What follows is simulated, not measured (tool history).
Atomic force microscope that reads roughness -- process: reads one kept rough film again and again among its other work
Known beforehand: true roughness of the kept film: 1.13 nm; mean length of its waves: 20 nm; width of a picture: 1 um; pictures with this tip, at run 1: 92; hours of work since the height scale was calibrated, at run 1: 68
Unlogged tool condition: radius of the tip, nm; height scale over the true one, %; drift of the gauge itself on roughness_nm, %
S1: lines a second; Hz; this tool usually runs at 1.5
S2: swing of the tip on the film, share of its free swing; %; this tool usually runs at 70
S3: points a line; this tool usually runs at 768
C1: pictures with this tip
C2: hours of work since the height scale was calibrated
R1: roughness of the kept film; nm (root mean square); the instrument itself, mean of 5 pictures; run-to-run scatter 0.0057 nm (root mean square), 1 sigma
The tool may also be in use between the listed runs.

run,hour,S1,S2,S3,C1,C2,R1
1,0,1.5,70,768,92,68,1.019
2,8.7,1.5,70,317,101,71,1.002
3,21.5,1.62,70,768,114,77,1.023
4,32.6,1.62,70,768,126,82,1.033
# hour 34.3: new tip fitted
5,46.2,1.62,70,768,12,88,1.035
6,58.2,1.62,70,768,24,93,1.03
7,69.4,1.62,70,768,36,98,1.017
8,76.7,1.62,70,768,43,101,1.027
9,82.6,1.62,70,768,49,104,1.021
10,90.7,1.5,70,860,57,107,1.026
11,98.4,1.5,70,768,65,111,1.038
12,110.1,1.5,70,488,77,116,1.021
13,120.5,1.5,70,488,88,121,1.022
14,125.8,1.5,70,488,93,123,1.026
15,137,1.5,70,768,105,128,1.032
16,145.5,1.5,70,768,113,132,1.025
17,157.5,1.5,70,768,126,137,1.031
# hour 159.2: new tip fitted
18,166.7,1.5,70,804,8,141,1.027
19,172.9,1.5,70,804,14,144,1.024
20,178.9,1.5,70,796,20,146,1.032
21,185,1.5,70,796,26,149,1.038
22,192.1,1.5,70,768,33,152,1.034
23,201,1.5,70,631,42,156,1.028
24,212.3,1.5,70,732,54,161,1.034
25,223.6,1.5,70,732,66,166,1.029
26,233.2,0.66,70,768,75,170,1.044
27,244.5,2.24,65,644,87,175,1.03
28,250.8,0.69,76,644,93,178,1.043
29,256.8,0.69,76,644,99,181,1.038
30,262.8,1.72,74,725,106,183,1.014
31,274.1,1.5,70,540,117,188,1.028
# hour 284.6: new tip fitted
32,286,1.5,70,540,2,193,1.026
33,299,1.5,70,540,15,199,1.029
34,310.3,2.91,74,590,27,204,0.978
35,318.9,2.91,74,590,35,208,0.97
36,329.2,2.06,61,295,46,213,1.008
37,340.8,2.17,65,768,58,218,1.035
38,348.5,2.17,68,288,66,221,0.989
39,355.7,2.17,68,288,73,224,0.993
40,368.5,1.5,75,768,86,230,1.012
41,380.4,3.9,66,768,98,235,0.99
42,392.3,1.5,59,768,110,240,1.049
43,404.3,2.31,88,945,122,246,0.952
# hour 409.6: new tip fitted
44,417.3,0.9,69,926,8,251,1.051
45,427.6,1.5,70,896,19,256,1.026
46,436.7,1.5,70,896,28,260,1.026

Entry by entry between the runs, the difference in hidden state between the last listed run before and the first listed run after:
Logged between run 4 and run 5: new tip fitted (hour 34.3)
  radius of the tip, nm: 5.4 -> 5
Logged between run 17 and run 18: new tip fitted (hour 159.2)
  radius of the tip, nm: 5.4 -> 5
Logged between run 31 and run 32: new tip fitted (hour 284.6)
  radius of the tip, nm: 5.4 -> 5
Logged between run 43 and run 44: new tip fitted (hour 409.6)
  radius of the tip, nm: 5.4 -> 5
